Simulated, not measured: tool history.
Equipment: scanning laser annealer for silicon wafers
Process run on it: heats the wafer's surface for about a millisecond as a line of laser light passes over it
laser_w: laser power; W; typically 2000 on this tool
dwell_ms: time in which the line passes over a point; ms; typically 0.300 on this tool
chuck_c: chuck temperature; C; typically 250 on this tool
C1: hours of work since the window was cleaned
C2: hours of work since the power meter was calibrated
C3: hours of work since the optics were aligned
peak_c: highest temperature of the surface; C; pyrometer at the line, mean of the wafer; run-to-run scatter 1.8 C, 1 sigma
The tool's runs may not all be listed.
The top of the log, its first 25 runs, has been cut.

{"run": 26, "hour": 999.8, "laser_w": 1707, "dwell_ms": 0.3, "chuck_c": 267, "C1": 21, "C2": 2443, "C3": 35, "peak_c": 914}
{"run": 27, "hour": 1023.2, "laser_w": 1831, "dwell_ms": 0.33, "chuck_c": 261, "C1": 39, "C2": 2462, "C3": 54, "peak_c": 996}
{"run": 28, "hour": 1051.7, "laser_w": 1751, "dwell_ms": 0.308, "chuck_c": 261, "C1": 62, "C2": 2484, "C3": 76, "peak_c": 936}
{"run": 29, "hour": 1080.6, "laser_w": 1751, "dwell_ms": 0.308, "chuck_c": 261, "C1": 84, "C2": 2507, "C3": 99, "peak_c": 931}
{"run": 30, "hour": 1130.1, "laser_w": 1751, "dwell_ms": 0.308, "chuck_c": 261, "C1": 123, "C2": 2545, "C3": 138, "peak_c": 932}
{"run": 31, "hour": 1158.5, "laser_w": 1751, "dwell_ms": 0.308, "chuck_c": 261, "C1": 145, "C2": 2568, "C3": 160, "peak_c": 929}
{"run": 32, "hour": 1184.8, "laser_w": 1986, "dwell_ms": 0.3, "chuck_c": 250, "C1": 166, "C2": 2588, "C3": 180, "peak_c": 1013}
{"run": 33, "hour": 1206.3, "laser_w": 1710, "dwell_ms": 0.3, "chuck_c": 259, "C1": 183, "C2": 2605, "C3": 197, "peak_c": 896}
{"run": 34, "hour": 1236.2, "laser_w": 1961, "dwell_ms": 0.285, "chuck_c": 252, "C1": 206, "C2": 2629, "C3": 221, "peak_c": 983}
{"run": 35, "hour": 1278.2, "laser_w": 1790, "dwell_ms": 0.3, "chuck_c": 250, "C1": 239, "C2": 2662, "C3": 254, "peak_c": 919}
{"run": 36, "hour": 1323.6, "laser_w": 1922, "dwell_ms": 0.3, "chuck_c": 250, "C1": 275, "C2": 2697, "C3": 289, "peak_c": 973}
{"run": 37, "hour": 1361.5, "laser_w": 2179, "dwell_ms": 0.342, "chuck_c": 250, "C1": 304, "C2": 2727, "C3": 319, "peak_c": 1139}
{"run": 38, "hour": 1413.6, "laser_w": 2000, "dwell_ms": 0.3, "chuck_c": 232, "C1": 345, "C2": 2768, "C3": 360, "peak_c": 987}
{"run": 39, "hour": 1450.6, "laser_w": 1725, "dwell_ms": 0.33, "chuck_c": 232, "C1": 374, "C2": 2797, "C3": 389, "peak_c": 899}
{"run": 40, "hour": 1476.4, "laser_w": 2006, "dwell_ms": 0.255, "chuck_c": 214, "C1": 395, "C2": 2817, "C3": 409, "peak_c": 911}
{"run": 41, "hour": 1522.5, "laser_w": 2006, "dwell_ms": 0.255, "chuck_c": 214, "C1": 431, "C2": 2853, "C3": 445, "peak_c": 906}
{"run": 42, "hour": 1561.9, "laser_w": 1916, "dwell_ms": 0.335, "chuck_c": 227, "C1": 462, "C2": 2884, "C3": 476, "peak_c": 980}

Branching from run 42: 3 alternative next runs. What would each branch give?
{"run": "A", "hour": 1613.0, "laser_w": 2000, "dwell_ms": 0.268, "chuck_c": 285, "C1": 502, "C2": 2924, "C3": 516, "peak_c": "?"}
{"run": "B", "hour": 1613.0, "laser_w": 1916, "dwell_ms": 0.267, "chuck_c": 241, "C1": 502, "C2": 2924, "C3": 516, "peak_c": "?"}
{"run": "C", "hour": 1613.0, "laser_w": 2007, "dwell_ms": 0.26, "chuck_c": 250, "C1": 502, "C2": 2924, "C3": 516, "peak_c": "?"}

run=A peak_c=988
run=B peak_c=908
run=C peak_c=946
Without the tool's unlogged condition, the same runs would have read:
run=A peak_c=1013
run=B peak_c=930
run=C peak_c=970
